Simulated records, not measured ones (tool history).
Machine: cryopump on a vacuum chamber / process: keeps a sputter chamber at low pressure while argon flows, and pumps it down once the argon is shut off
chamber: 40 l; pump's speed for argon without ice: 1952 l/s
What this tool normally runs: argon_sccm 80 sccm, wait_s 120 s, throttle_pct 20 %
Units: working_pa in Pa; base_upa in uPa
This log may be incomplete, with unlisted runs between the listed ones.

run	hour	argon_sccm	wait_s	throttle_pct	working_pa	base_upa
1	0	80	120	20	0.3673	1.88
2	11.3	80	120	20	0.3629	1.87
3	21.4	80	120	20	0.3657	1.91
4	30.9	80	120	20	0.3666	1.93
5	39.5	80	120	20	0.3694	1.88
6	47	80	120	20	0.3645	1.9
7	60.6	80	120	25	0.2972	1.95
8	73.9	80	120	25	0.2986	1.95
9	81.3	59	120	26	0.2121	1.92
10	92.5	59	120	26	0.213	1.93
11	105.3	59	73	16	0.3369	2.45
12	119	39	73	51	0.0786	2.36
13	126.8	135	78	22	0.5708	2.41
14	138.4	44	63	19	0.2124	2.6
15	155.3	80	116	59	0.1179	1.71

The log once held 1 entry between its listed runs, left out of this copy. Where does each go, and what is different about the tool's unlogged condition between the listed run before it and the listed run after it?
In the gap between runs 14 and 15: pump warmed up, emptied and cooled again (hour 154.9)
  pump's speed, % of a pump's without ice: 72.7 -> 100; cold plate's temperature, K: 12.44 -> 12.45; leak into the chamber, uPa l/s: 2007 -> 2014
  measured minus no-state result, working_pa: +0.0146 -> +0.0007 Pa; base_upa: +1.28 -> +0.9 uPa
